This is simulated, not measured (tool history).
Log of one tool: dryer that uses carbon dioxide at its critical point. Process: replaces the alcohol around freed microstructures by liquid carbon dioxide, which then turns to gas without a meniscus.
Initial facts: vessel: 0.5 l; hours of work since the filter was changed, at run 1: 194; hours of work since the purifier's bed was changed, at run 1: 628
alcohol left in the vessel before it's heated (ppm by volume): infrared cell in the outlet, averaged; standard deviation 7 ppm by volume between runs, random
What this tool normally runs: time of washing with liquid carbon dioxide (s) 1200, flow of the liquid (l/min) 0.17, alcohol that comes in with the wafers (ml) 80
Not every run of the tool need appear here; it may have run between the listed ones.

run	day	time of washing with liquid carbon dioxide (s)	flow of the liquid (l/min)	alcohol that comes in with the wafers (ml)	hours of work since the filter was changed	hours of work since the purifier's bed was changed	alcohol left in the vessel before it's heated (ppm by volume)
1	0	1200	0.17	80	194	628	884
2	1.471	1200	0.17	80	207	641	919
3	2.838	1200	0.17	80	219	653	959
4	4.633	1200	0.17	80	235	668	1013
# day 6.175: inlet filter changed
5	6.854	1200	0.17	80	6	688	542
6	8.675	1200	0.17	80	22	704	589
7	9.733	1200	0.225	80	31	713	260
8	11.338	1740	0.17	80	45	727	243
9	13.071	1620	0.17	80	61	742	273
10	14.596	1620	0.17	80	74	755	284
11	16.4	1620	0.17	80	90	771	285
12	18.679	1620	0.17	80	110	791	312
13	21.167	1620	0.17	80	132	813	321
14	22.729	1620	0.17	80	145	827	330
15	24.629	1620	0.17	80	162	844	350
16	26.075	1200	0.142	80	175	856	1966
# day 27.262: purifier's bed changed
17	27.554	1200	0.142	80	187	3	1760
18	29.558	1200	0.142	80	204	20	1927
19	30.825	1200	0.167	80	215	31	889
20	33.15	1200	0.167	80	236	52	965
# day 34.542: inlet filter changed
21	34.542	1200	0.167	80	0	64	396
22	36.142	1200	0.167	80	14	78	428
23	37.796	1200	0.167	80	29	92	442
24	39.958	1500	0.195	65	48	111	67
25	42.3	1140	0.17	80	68	132	610
26	43.638	960	0.152	31	80	143	959
27	45.617	1200	0.192	54	97	161	202
28	46.829	1260	0.262	23	108	171	65
29	48.608	720	0.142	56	123	187	6367
30	49.625	1860	0.198	29	132	196	71
31	51.421	1860	0.17	80	148	212	97
32	53.796	1740	0.126	36	169	233	282
33	55.154	1740	0.126	36	181	244	281
34	57.592	900	0.126	24	202	266	2506
35	59.471	900	0.126	24	219	282	2682
36	60.596	900	0.126	24	229	292	2748
37	62.058	780	0.155	85	242	305	7613
# day 62.975: inlet filter changed
38	63.179	1140	0.178	85	2	315	463
39	65.204	1200	0.17	31	20	332	232
40	66.471	1320	0.192	75	31	343	182
41	68.838	1500	0.186	64	51	364	141
42	71.317	1500	0.186	64	73	386	159
43	72.667	1500	0.186	64	85	398	161
44	74.317	1500	0.186	113	100	412	206
45	76.417	960	0.235	113	118	431	489
46	78.45	960	0.17	80	136	449	1828

What differs in the tool's unlogged condition from the final listed run ahead of each entry between runs to the first listed run following it?
In the gap between runs 4 and 5: inlet filter changed (day 6.175)
  flow that reaches the vessel past the clogged filter, %: 84.6 -> 98.7; alcohol in the recycled carbon dioxide, ppm: 197 -> 203.1
  the result without the hidden state subtracted from the measured one, alcohol left in the vessel before it's heated (ppm by volume): +697 -> +224
In the gap between runs 16 and 17: purifier's bed changed (day 27.262)
  flow that reaches the vessel past the clogged filter, %: 88.1 -> 87.4; alcohol in the recycled carbon dioxide, ppm: 252.5 -> 6.6
  the result without the hidden state subtracted from the measured one, alcohol left in the vessel before it's heated (ppm by volume): +1036 -> +843
In the gap between runs 20 and 21: inlet filter changed (day 34.542)
  flow that reaches the vessel past the clogged filter, %: 84.2 -> 99.6; alcohol in the recycled carbon dioxide, ppm: 21.2 -> 24.7
  the result without the hidden state subtracted from the measured one, alcohol left in the vessel before it's heated (ppm by volume): +598 -> +29
In the gap between runs 37 and 38: inlet filter changed (day 62.975)
  flow that reaches the vessel past the clogged filter, %: 84.5 -> 99.8; alcohol in the recycled carbon dioxide, ppm: 94.4 -> 97.5
  the result without the hidden state subtracted from the measured one, alcohol left in the vessel before it's heated (ppm by volume): +3352 -> +98

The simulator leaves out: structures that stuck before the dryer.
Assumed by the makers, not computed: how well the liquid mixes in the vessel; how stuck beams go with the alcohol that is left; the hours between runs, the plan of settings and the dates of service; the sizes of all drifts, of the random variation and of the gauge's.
